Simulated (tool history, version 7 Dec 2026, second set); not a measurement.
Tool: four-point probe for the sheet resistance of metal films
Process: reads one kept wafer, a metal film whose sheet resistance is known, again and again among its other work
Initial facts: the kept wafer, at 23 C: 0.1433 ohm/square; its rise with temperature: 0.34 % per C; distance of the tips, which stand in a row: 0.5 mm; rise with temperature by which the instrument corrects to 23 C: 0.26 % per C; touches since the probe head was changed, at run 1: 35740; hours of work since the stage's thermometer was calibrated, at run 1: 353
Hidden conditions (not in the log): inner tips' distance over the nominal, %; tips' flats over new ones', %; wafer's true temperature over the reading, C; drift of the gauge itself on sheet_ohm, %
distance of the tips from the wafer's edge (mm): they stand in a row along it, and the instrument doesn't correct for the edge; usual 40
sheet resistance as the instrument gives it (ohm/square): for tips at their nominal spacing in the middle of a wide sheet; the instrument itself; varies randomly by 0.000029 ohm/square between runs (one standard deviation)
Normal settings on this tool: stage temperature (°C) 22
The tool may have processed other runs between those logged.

run     day  stage temperature (°C)  distance of the tips from the wafer's edge (mm)  touches since the probe head was changed  hours of work since the stage's thermometer was calibrated  sheet resistance as the instrument gives it (ohm/square)
  1   0.000                      22                                               40                                     35740                                                         353                                                  0.143782
  2   2.842                      22                                               40                                     39439                                                         396                                                  0.143817
  3   4.925                      22                                               20                                     42158                                                         428                                                  0.143886
  4   7.508                      22                                               20                                     45522                                                         468                                                  0.143941
  5   9.229                      22                                               20                                     47764                                                         494                                                  0.143955
  6  10.821                      22                                               19                                     49833                                                         518                                                  0.144025
  7  13.783                      22                                               19                                     53696                                                         564                                                  0.144048
  8  16.158                      22                                               19                                     56787                                                         600                                                  0.144091
  9  18.350                      22                                               40                                     59642                                                         633                                                  0.144075
 10  21.325                      22                                               40                                     63520                                                         679                                                  0.144203
 11  24.496                      22                                               40                                     67650                                                         727                                                  0.144202
 12  26.908                      20                                               40                                     70789                                                         764                                                  0.144099
 13  29.162                      20                                               40                                     73730                                                         799                                                  0.144099
 14  31.338                      22                                               40                                     76561                                                         832                                                  0.144338
 15  33.429                      19                                               40                                     79282                                                         864                                                  0.144057
 16  35.025                      22                                               40                                     81364                                                         888                                                  0.144421
 17  37.842                      26                                               40                                     85030                                                         931                                                  0.144875
 18  40.504                      26                                               40                                     88502                                                         972                                                  0.144948
 19  42.671                      18                                               40                                     91324                                                        1005                                                  0.144090
 20  45.900                      18                                               40                                     95530                                                        1054                                                  0.144214
 21  47.825                      18                                               40                                     98037                                                        1084                                                  0.144191
 22  49.717                      18                                               40                                    100502                                                        1113                                                  0.144263
 23  51.421                      18                                               40                                    102718                                                        1139                                                  0.144310
 24  53.208                      28                                               38                                    105049                                                        1166                                                  0.145358
 25  56.421                      22                                                8                                    109233                                                        1215                                                  0.145143
 26  59.292                      31                                                5                                    112971                                                        1259                                                  0.146532
 27  61.075                      34                                               11                                    115297                                                        1286                                                  0.146242
 28  63.588                      28                                                3                                    118569                                                        1325                                                  0.147638
 29  65.221                      21                                               22                                    120698                                                        1350                                                  0.144931
 30  68.212                      33                                               37                                    124592                                                        1395                                                  0.146119
 31  69.533                      20                                                6                                    126313                                                        1416                                                  0.145299
 32  71.996                      20                                                6                                    129520                                                        1453                                                  0.145405
 33  73.312                      19                                               21                                    131234                                                        1473                                                  0.144834
 34  76.179                      19                                               21                                    134971                                                        1517                                                  0.144829
 35  78.350                      19                                               21                                    137797                                                        1550                                                  0.144925
 36  80.862                      33                                                6                                    141069                                                        1589                                                  0.146969
 37  82.792                      19                                               35                                    143583                                                        1618                                                  0.144996
 38  85.079                      29                                                4                                    146564                                                        1653                                                  0.147299
 39  88.183                      23                                               41                                    150608                                                        1701                                                  0.145530
 40  90.488                      25                                               19                                    153606                                                        1736                                                  0.145785
 41  93.571                      25                                               24                                    157623                                                        1783                                                  0.145807

Below are 4 alternative next runs, each starting from the tool's condition after run 41. Predict each:
  A  95.808                      25                                               59                                    160537                                                        1817                                                         ?
  B  95.808                      33                                                8                                    160537                                                        1817                                                         ?
  C  95.808                      23                                               40                                    160537                                                        1817                                                         ?
  D  95.808                      29                                               28                                    160537                                                        1817                                                         ?

run  sheet resistance as the instrument gives it (ohm/square)
  A                                                  0.145856
  B                                                  0.146986
  C                                                  0.145600
  D                                                  0.146258
Without the tool's hidden state the same runs would have given:
run  sheet resistance as the instrument gives it (ohm/square)
  A                                                  0.143530
  B                                                  0.144652
  C                                                  0.143276
  D                                                  0.143930
